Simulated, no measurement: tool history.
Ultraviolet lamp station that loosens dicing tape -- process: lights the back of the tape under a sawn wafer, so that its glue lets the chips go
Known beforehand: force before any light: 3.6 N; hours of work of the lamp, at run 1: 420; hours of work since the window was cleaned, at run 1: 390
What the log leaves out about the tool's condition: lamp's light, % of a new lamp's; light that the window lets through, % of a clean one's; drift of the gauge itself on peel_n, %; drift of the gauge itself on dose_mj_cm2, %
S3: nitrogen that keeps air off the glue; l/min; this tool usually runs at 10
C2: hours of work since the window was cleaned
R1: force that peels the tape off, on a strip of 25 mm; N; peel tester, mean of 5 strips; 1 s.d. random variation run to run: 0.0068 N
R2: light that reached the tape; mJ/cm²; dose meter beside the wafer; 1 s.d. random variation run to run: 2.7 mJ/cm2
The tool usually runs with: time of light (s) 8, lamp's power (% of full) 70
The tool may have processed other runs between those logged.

{"run": 1, "hour": 0.0, "time of light (s)": 8, "lamp's power (% of full)": 70, "S3": 10, "hours of work of the lamp": 420, "C2": 390, "R1": 0.28, "R2": 328}
{"run": 2, "hour": 11.4, "time of light (s)": 8, "lamp's power (% of full)": 70, "S3": 10, "hours of work of the lamp": 425, "C2": 395, "R1": 0.291, "R2": 322}
{"run": 3, "hour": 38.1, "time of light (s)": 8, "lamp's power (% of full)": 70, "S3": 10, "hours of work of the lamp": 438, "C2": 408, "R1": 0.285, "R2": 325}
{"run": 4, "hour": 50.7, "time of light (s)": 8, "lamp's power (% of full)": 70, "S3": 6, "hours of work of the lamp": 444, "C2": 414, "R1": 0.373, "R2": 323}
{"run": 5, "hour": 75.1, "time of light (s)": 8, "lamp's power (% of full)": 70, "S3": 6, "hours of work of the lamp": 456, "C2": 426, "R1": 0.401, "R2": 325}
{"run": 6, "hour": 101.9, "time of light (s)": 9, "lamp's power (% of full)": 70, "S3": 10, "hours of work of the lamp": 469, "C2": 439, "R1": 0.255, "R2": 363}
{"run": 7, "hour": 117.6, "time of light (s)": 8, "lamp's power (% of full)": 70, "S3": 10, "hours of work of the lamp": 476, "C2": 446, "R1": 0.301, "R2": 325}
{"run": 8, "hour": 143.9, "time of light (s)": 8, "lamp's power (% of full)": 70, "S3": 10, "hours of work of the lamp": 489, "C2": 459, "R1": 0.305, "R2": 313}
{"run": 9, "hour": 169.1, "time of light (s)": 5, "lamp's power (% of full)": 70, "S3": 10, "hours of work of the lamp": 501, "C2": 471, "R1": 0.68, "R2": 201}
{"run": 10, "hour": 190.6, "time of light (s)": 5, "lamp's power (% of full)": 70, "S3": 10, "hours of work of the lamp": 511, "C2": 481, "R1": 0.684, "R2": 197}
{"run": 11, "hour": 205.7, "time of light (s)": 8, "lamp's power (% of full)": 70, "S3": 19, "hours of work of the lamp": 518, "C2": 488, "R1": 0.245, "R2": 318}
{"run": 12, "hour": 229.1, "time of light (s)": 8, "lamp's power (% of full)": 70, "S3": 10, "hours of work of the lamp": 529, "C2": 499, "R1": 0.306, "R2": 316}
{"run": 13, "hour": 255.0, "time of light (s)": 14, "lamp's power (% of full)": 70, "S3": 10, "hours of work of the lamp": 542, "C2": 512, "R1": 0.15, "R2": 553}
{"run": 14, "hour": 268.2, "time of light (s)": 8, "lamp's power (% of full)": 70, "S3": 10, "hours of work of the lamp": 548, "C2": 518, "R1": 0.308, "R2": 312}
{"run": 15, "hour": 281.2, "time of light (s)": 10, "lamp's power (% of full)": 70, "S3": 10, "hours of work of the lamp": 554, "C2": 524, "R1": 0.212, "R2": 393}
{"run": 16, "hour": 299.0, "time of light (s)": 10, "lamp's power (% of full)": 81, "S3": 10, "hours of work of the lamp": 563, "C2": 533, "R1": 0.181, "R2": 453}
{"run": 17, "hour": 318.8, "time of light (s)": 10, "lamp's power (% of full)": 81, "S3": 10, "hours of work of the lamp": 572, "C2": 542, "R1": 0.17, "R2": 452}
{"run": 18, "hour": 344.4, "time of light (s)": 14, "lamp's power (% of full)": 70, "S3": 10, "hours of work of the lamp": 584, "C2": 554, "R1": 0.128, "R2": 541}
{"run": 19, "hour": 364.0, "time of light (s)": 8, "lamp's power (% of full)": 70, "S3": 10, "hours of work of the lamp": 594, "C2": 564, "R1": 0.312, "R2": 308}
{"run": 20, "hour": 380.3, "time of light (s)": 8, "lamp's power (% of full)": 70, "S3": 10, "hours of work of the lamp": 602, "C2": 572, "R1": 0.328, "R2": 308}
{"hour": 390.8, "done": "window cleaned of glue's vapour"}
{"run": 21, "hour": 399.9, "time of light (s)": 8, "lamp's power (% of full)": 70, "S3": 10, "hours of work of the lamp": 611, "C2": 4, "R1": 0.306, "R2": 320}
{"run": 22, "hour": 420.2, "time of light (s)": 8, "lamp's power (% of full)": 70, "S3": 10, "hours of work of the lamp": 620, "C2": 14, "R1": 0.305, "R2": 321}
{"run": 23, "hour": 433.7, "time of light (s)": 14, "lamp's power (% of full)": 70, "S3": 3, "hours of work of the lamp": 627, "C2": 21, "R1": 0.212, "R2": 553}
{"run": 24, "hour": 447.1, "time of light (s)": 8, "lamp's power (% of full)": 64, "S3": 18, "hours of work of the lamp": 633, "C2": 27, "R1": 0.292, "R2": 284}
{"run": 25, "hour": 472.4, "time of light (s)": 10, "lamp's power (% of full)": 89, "S3": 10, "hours of work of the lamp": 645, "C2": 39, "R1": 0.146, "R2": 500}
{"run": 26, "hour": 497.7, "time of light (s)": 8, "lamp's power (% of full)": 61, "S3": 5, "hours of work of the lamp": 657, "C2": 51, "R1": 0.577, "R2": 277}
{"run": 27, "hour": 510.5, "time of light (s)": 13, "lamp's power (% of full)": 69, "S3": 3, "hours of work of the lamp": 664, "C2": 57, "R1": 0.254, "R2": 499}
{"run": 28, "hour": 534.1, "time of light (s)": 13, "lamp's power (% of full)": 69, "S3": 3, "hours of work of the lamp": 675, "C2": 69, "R1": 0.258, "R2": 498}
{"run": 29, "hour": 561.0, "time of light (s)": 8, "lamp's power (% of full)": 60, "S3": 6, "hours of work of the lamp": 688, "C2": 81, "R1": 0.526, "R2": 271}
{"run": 30, "hour": 574.7, "time of light (s)": 8, "lamp's power (% of full)": 60, "S3": 6, "hours of work of the lamp": 694, "C2": 88, "R1": 0.536, "R2": 266}
{"run": 31, "hour": 596.6, "time of light (s)": 11, "lamp's power (% of full)": 88, "S3": 10, "hours of work of the lamp": 705, "C2": 98, "R1": 0.142, "R2": 545}
{"run": 32, "hour": 612.6, "time of light (s)": 8, "lamp's power (% of full)": 85, "S3": 8, "hours of work of the lamp": 712, "C2": 106, "R1": 0.251, "R2": 378}
{"run": 33, "hour": 624.5, "time of light (s)": 8, "lamp's power (% of full)": 85, "S3": 8, "hours of work of the lamp": 718, "C2": 112, "R1": 0.253, "R2": 377}
{"run": 34, "hour": 640.8, "time of light (s)": 11, "lamp's power (% of full)": 87, "S3": 5, "hours of work of the lamp": 726, "C2": 119, "R1": 0.177, "R2": 527}
{"run": 35, "hour": 667.3, "time of light (s)": 11, "lamp's power (% of full)": 87, "S3": 5, "hours of work of the lamp": 738, "C2": 132, "R1": 0.182, "R2": 522}
{"run": 36, "hour": 682.9, "time of light (s)": 11, "lamp's power (% of full)": 87, "S3": 5, "hours of work of the lamp": 746, "C2": 140, "R1": 0.182, "R2": 522}
{"run": 37, "hour": 702.4, "time of light (s)": 11, "lamp's power (% of full)": 87, "S3": 5, "hours of work of the lamp": 755, "C2": 149, "R1": 0.178, "R2": 522}
{"run": 38, "hour": 723.3, "time of light (s)": 11, "lamp's power (% of full)": 87, "S3": 5, "hours of work of the lamp": 765, "C2": 159, "R1": 0.193, "R2": 521}
{"run": 39, "hour": 735.2, "time of light (s)": 16, "lamp's power (% of full)": 97, "S3": 14, "hours of work of the lamp": 771, "C2": 165, "R1": 0.113, "R2": 851}
{"run": 40, "hour": 749.7, "time of light (s)": 12, "lamp's power (% of full)": 87, "S3": 3, "hours of work of the lamp": 778, "C2": 172, "R1": 0.21, "R2": 560}
{"run": 41, "hour": 766.3, "time of light (s)": 7, "lamp's power (% of full)": 70, "S3": 10, "hours of work of the lamp": 786, "C2": 179, "R1": 0.428, "R2": 264}
{"run": 42, "hour": 779.2, "time of light (s)": 7, "lamp's power (% of full)": 70, "S3": 10, "hours of work of the lamp": 792, "C2": 186, "R1": 0.423, "R2": 268}
{"run": 43, "hour": 806.0, "time of light (s)": 14, "lamp's power (% of full)": 80, "S3": 3, "hours of work of the lamp": 805, "C2": 198, "R1": 0.174, "R2": 600}

Selected run-to-run steps in R1, each split into two signed amounts: the part the tool would show with no hidden state at all (from settings, incoming material and random variation), and the remainder, which goes to the hidden state together with any gauge scatter not common to the measured and the hidden-state-free results:
Run 10 -> 11: time of light (s) 5 -> 8, S3 10 -> 19. R1 -0.439 N: hidden state -0.097, all else -0.342.
Run 25 -> 26: time of light (s) 10 -> 8, lamp's power (% of full) 89 -> 61, S3 10 -> 5. R1 +0.431 N: hidden state +0.121, all else +0.310.
Run 30 -> 31: time of light (s) 8 -> 11, lamp's power (% of full) 60 -> 88, S3 6 -> 10. R1 -0.394 N: hidden state -0.123, all else -0.271.
